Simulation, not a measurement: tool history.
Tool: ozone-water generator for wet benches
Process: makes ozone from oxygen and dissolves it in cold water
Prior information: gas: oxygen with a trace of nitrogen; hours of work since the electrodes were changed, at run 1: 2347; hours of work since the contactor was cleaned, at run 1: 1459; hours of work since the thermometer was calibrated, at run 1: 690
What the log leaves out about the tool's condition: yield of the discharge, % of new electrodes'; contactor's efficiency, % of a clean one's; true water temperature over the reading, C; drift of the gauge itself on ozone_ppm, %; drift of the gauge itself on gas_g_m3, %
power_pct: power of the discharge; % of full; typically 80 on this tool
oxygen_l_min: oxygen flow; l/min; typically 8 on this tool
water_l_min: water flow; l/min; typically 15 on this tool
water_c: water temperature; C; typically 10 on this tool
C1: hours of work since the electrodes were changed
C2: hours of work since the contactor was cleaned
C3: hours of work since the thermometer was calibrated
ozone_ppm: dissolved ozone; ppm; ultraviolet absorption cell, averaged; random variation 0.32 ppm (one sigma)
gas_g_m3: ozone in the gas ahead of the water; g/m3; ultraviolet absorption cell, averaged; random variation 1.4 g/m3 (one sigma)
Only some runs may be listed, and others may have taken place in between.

Run 1, hour 0.0: usual settings; C1 2347; C2 1459; C3 690. Result: ozone_ppm 49.7 ppm, gas_g_m3 260.7 g/m3.
Run 2, hour 106.8: usual settings but water_l_min 21 l/min; C1 2436; C2 1549; C3 779. Result: ozone_ppm 38.2 ppm, gas_g_m3 263.0 g/m3.
Run 3, hour 200.8: usual settings but water_l_min 21 l/min; C1 2515; C2 1627; C3 858. Result: ozone_ppm 38.8 ppm, gas_g_m3 261.9 g/m3.
Run 4, hour 253.6: usual settings but water_l_min 12 l/min; C1 2559; C2 1671; C3 902. Result: ozone_ppm 57.8 ppm, gas_g_m3 263.2 g/m3.
Run 5, hour 306.5: usual settings but water_c 8 C; C1 2603; C2 1716; C3 946. Result: ozone_ppm 51.5 ppm, gas_g_m3 264.1 g/m3.
Run 6, hour 417.2: usual settings but water_c 8 C; C1 2696; C2 1808; C3 1039. Result: ozone_ppm 52.2 ppm, gas_g_m3 265.1 g/m3.
Run 7, hour 478.7: usual settings but water_c 8 C; C1 2747; C2 1860; C3 1091. Result: ozone_ppm 50.9 ppm, gas_g_m3 264.1 g/m3.
Run 8, hour 579.2: usual settings but water_l_min 13 l/min; C1 2832; C2 1944; C3 1175. Result: ozone_ppm 54.8 ppm, gas_g_m3 264.4 g/m3.
Run 9, hour 684.7: usual settings; C1 2920; C2 2032; C3 1263. Result: ozone_ppm 49.9 ppm, gas_g_m3 266.8 g/m3.
Run 10, hour 778.2: usual settings but water_c 17 C; C1 2998; C2 2111; C3 1341. Result: ozone_ppm 43.5 ppm, gas_g_m3 267.2 g/m3.
Run 11, hour 874.0: usual settings but water_c 17 C; C1 3078; C2 2191; C3 1421. Result: ozone_ppm 43.8 ppm, gas_g_m3 266.0 g/m3.
Run 12, hour 920.6: usual settings but water_c 17 C; C1 3117; C2 2230; C3 1460. Result: ozone_ppm 43.8 ppm, gas_g_m3 266.7 g/m3.
Run 13, hour 984.6: usual settings; C1 3171; C2 2283; C3 1514. Result: ozone_ppm 49.7 ppm, gas_g_m3 267.8 g/m3.
Run 14, hour 1041.9: usual settings; C1 3219; C2 2331; C3 1562. Result: ozone_ppm 50.1 ppm, gas_g_m3 265.9 g/m3.
Run 15, hour 1146.1: usual settings; C1 3306; C2 2419; C3 1649. Result: ozone_ppm 50.0 ppm, gas_g_m3 265.7 g/m3.
Run 16, hour 1216.5: usual settings; C1 3365; C2 2477; C3 1708. Result: ozone_ppm 49.0 ppm, gas_g_m3 266.7 g/m3.
Run 17, hour 1315.5: usual settings but power_pct 54 % of full; C1 3448; C2 2560; C3 1791. Result: ozone_ppm 40.3 ppm, gas_g_m3 217.3 g/m3.
Run 18, hour 1376.8: usual settings but power_pct 93 % of full, water_l_min 17 l/min; C1 3499; C2 2612; C3 1842. Result: ozone_ppm 49.2 ppm, gas_g_m3 287.3 g/m3.

Run 19 comes next. What will it give?
Run 19, hour 1483.0: usual settings but power_pct 93 % of full, water_l_min 17 l/min; C1 3588; C2 2701; C3 1931. Result: ozone_ppm ?, gas_g_m3 ?.

{"run 19": {"ozone_ppm": 49.2, "gas_g_m3": 287.7}}
Minus the tool's unlogged condition, the same run would have read ozone_ppm 49.2 ppm, gas_g_m3 281.0 g/m3.

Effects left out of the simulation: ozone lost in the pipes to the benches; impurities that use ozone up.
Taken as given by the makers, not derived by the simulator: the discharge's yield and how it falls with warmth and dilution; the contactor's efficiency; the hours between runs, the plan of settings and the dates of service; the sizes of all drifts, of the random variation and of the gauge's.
